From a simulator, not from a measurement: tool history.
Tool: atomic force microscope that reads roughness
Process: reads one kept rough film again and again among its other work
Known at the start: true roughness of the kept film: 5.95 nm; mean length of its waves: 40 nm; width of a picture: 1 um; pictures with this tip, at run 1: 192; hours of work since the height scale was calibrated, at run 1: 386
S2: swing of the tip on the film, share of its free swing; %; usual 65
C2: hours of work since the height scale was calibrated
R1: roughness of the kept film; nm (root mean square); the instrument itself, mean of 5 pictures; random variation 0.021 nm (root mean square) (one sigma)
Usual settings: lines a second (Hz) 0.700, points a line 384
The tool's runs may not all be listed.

{"run": 1, "hour": 0.0, "lines a second (Hz)": 0.7, "S2": 65, "points a line": 384, "pictures with this tip": 192, "C2": 386, "R1": 4.398}
{"hour": 7.2, "done": "new tip fitted"}
{"run": 2, "hour": 17.3, "lines a second (Hz)": 0.7, "S2": 73, "points a line": 384, "pictures with this tip": 17, "C2": 399, "R1": 4.999}
{"run": 3, "hour": 35.1, "lines a second (Hz)": 0.7, "S2": 73, "points a line": 384, "pictures with this tip": 47, "C2": 413, "R1": 4.868}
{"run": 4, "hour": 55.9, "lines a second (Hz)": 0.7, "S2": 65, "points a line": 384, "pictures with this tip": 83, "C2": 430, "R1": 4.749}
{"run": 5, "hour": 69.5, "lines a second (Hz)": 0.7, "S2": 65, "points a line": 384, "pictures with this tip": 106, "C2": 441, "R1": 4.619}
{"run": 6, "hour": 81.0, "lines a second (Hz)": 0.7, "S2": 65, "points a line": 384, "pictures with this tip": 126, "C2": 450, "R1": 4.563}
{"run": 7, "hour": 92.5, "lines a second (Hz)": 0.7, "S2": 65, "points a line": 384, "pictures with this tip": 146, "C2": 459, "R1": 4.509}
{"run": 8, "hour": 104.5, "lines a second (Hz)": 0.7, "S2": 65, "points a line": 384, "pictures with this tip": 166, "C2": 469, "R1": 4.449}
{"run": 9, "hour": 122.5, "lines a second (Hz)": 0.7, "S2": 65, "points a line": 507, "pictures with this tip": 197, "C2": 483, "R1": 4.32}
{"hour": 125.5, "done": "new tip fitted"}
{"run": 10, "hour": 141.8, "lines a second (Hz)": 0.7, "S2": 65, "points a line": 507, "pictures with this tip": 27, "C2": 498, "R1": 4.988}
{"run": 11, "hour": 158.5, "lines a second (Hz)": 0.7, "S2": 65, "points a line": 507, "pictures with this tip": 56, "C2": 511, "R1": 4.892}
{"run": 12, "hour": 184.6, "lines a second (Hz)": 0.7, "S2": 65, "points a line": 384, "pictures with this tip": 101, "C2": 532, "R1": 4.723}
{"run": 13, "hour": 209.0, "lines a second (Hz)": 0.7, "S2": 65, "points a line": 384, "pictures with this tip": 143, "C2": 552, "R1": 4.546}
{"run": 14, "hour": 220.0, "lines a second (Hz)": 0.7, "S2": 65, "points a line": 303, "pictures with this tip": 162, "C2": 561, "R1": 4.491}
{"run": 15, "hour": 241.3, "lines a second (Hz)": 3.833, "S2": 78, "points a line": 303, "pictures with this tip": 198, "C2": 578, "R1": 4.044}
{"hour": 244.1, "done": "new tip fitted"}
{"run": 16, "hour": 262.8, "lines a second (Hz)": 0.913, "S2": 76, "points a line": 348, "pictures with this tip": 32, "C2": 594, "R1": 4.872}
{"run": 17, "hour": 282.6, "lines a second (Hz)": 0.913, "S2": 76, "points a line": 348, "pictures with this tip": 66, "C2": 610, "R1": 4.764}
{"run": 18, "hour": 303.7, "lines a second (Hz)": 1.16, "S2": 76, "points a line": 361, "pictures with this tip": 102, "C2": 627, "R1": 4.598}
{"run": 19, "hour": 317.6, "lines a second (Hz)": 0.683, "S2": 79, "points a line": 763, "pictures with this tip": 126, "C2": 638, "R1": 4.541}
{"run": 20, "hour": 330.4, "lines a second (Hz)": 0.698, "S2": 62, "points a line": 366, "pictures with this tip": 148, "C2": 648, "R1": 4.511}
{"run": 21, "hour": 348.3, "lines a second (Hz)": 0.698, "S2": 62, "points a line": 366, "pictures with this tip": 179, "C2": 663, "R1": 4.394}
{"hour": 363.8, "done": "new tip fitted"}
{"run": 22, "hour": 368.1, "lines a second (Hz)": 0.554, "S2": 60, "points a line": 872, "pictures with this tip": 8, "C2": 678, "R1": 5.101}
{"run": 23, "hour": 383.6, "lines a second (Hz)": 3.195, "S2": 65, "points a line": 455, "pictures with this tip": 34, "C2": 690, "R1": 4.842}
{"run": 24, "hour": 401.5, "lines a second (Hz)": 0.7, "S2": 65, "points a line": 873, "pictures with this tip": 65, "C2": 705, "R1": 4.85}
{"run": 25, "hour": 418.3, "lines a second (Hz)": 0.7, "S2": 87, "points a line": 325, "pictures with this tip": 94, "C2": 718, "R1": 4.616}
{"run": 26, "hour": 439.7, "lines a second (Hz)": 0.7, "S2": 87, "points a line": 325, "pictures with this tip": 130, "C2": 735, "R1": 4.518}
{"run": 27, "hour": 456.8, "lines a second (Hz)": 2.084, "S2": 73, "points a line": 425, "pictures with this tip": 160, "C2": 749, "R1": 4.346}
{"run": 28, "hour": 479.1, "lines a second (Hz)": 0.7, "S2": 66, "points a line": 389, "pictures with this tip": 198, "C2": 767, "R1": 4.377}

Forecast each of these 5 alternatives for the next run:
{"hour": 483.0, "done": "new tip fitted"}
{"run": "A", "hour": 505.4, "lines a second (Hz)": 1.251, "S2": 65, "points a line": 403, "pictures with this tip": 38, "C2": 787, "R1": "?"}
{"hour": 483.0, "done": "new tip fitted"}
{"run": "B", "hour": 505.4, "lines a second (Hz)": 0.694, "S2": 65, "points a line": 384, "pictures with this tip": 38, "C2": 787, "R1": "?"}
{"hour": 483.0, "done": "new tip fitted"}
{"run": "C", "hour": 505.4, "lines a second (Hz)": 0.7, "S2": 75, "points a line": 712, "pictures with this tip": 38, "C2": 787, "R1": "?"}
{"hour": 483.0, "done": "new tip fitted"}
{"run": "D", "hour": 505.4, "lines a second (Hz)": 0.7, "S2": 81, "points a line": 522, "pictures with this tip": 38, "C2": 787, "R1": "?"}
{"hour": 483.0, "done": "new tip fitted"}
{"run": "E", "hour": 505.4, "lines a second (Hz)": 0.7, "S2": 81, "points a line": 540, "pictures with this tip": 38, "C2": 787, "R1": "?"}

run=A R1=4.953
run=B R1=4.957
run=C R1=4.945
run=D R1=4.908
run=E R1=4.962
Without the tool's hidden state the same runs would have given:
run=A R1=5.121
run=B R1=5.124
run=C R1=5.112
run=D R1=5.074
run=E R1=5.130

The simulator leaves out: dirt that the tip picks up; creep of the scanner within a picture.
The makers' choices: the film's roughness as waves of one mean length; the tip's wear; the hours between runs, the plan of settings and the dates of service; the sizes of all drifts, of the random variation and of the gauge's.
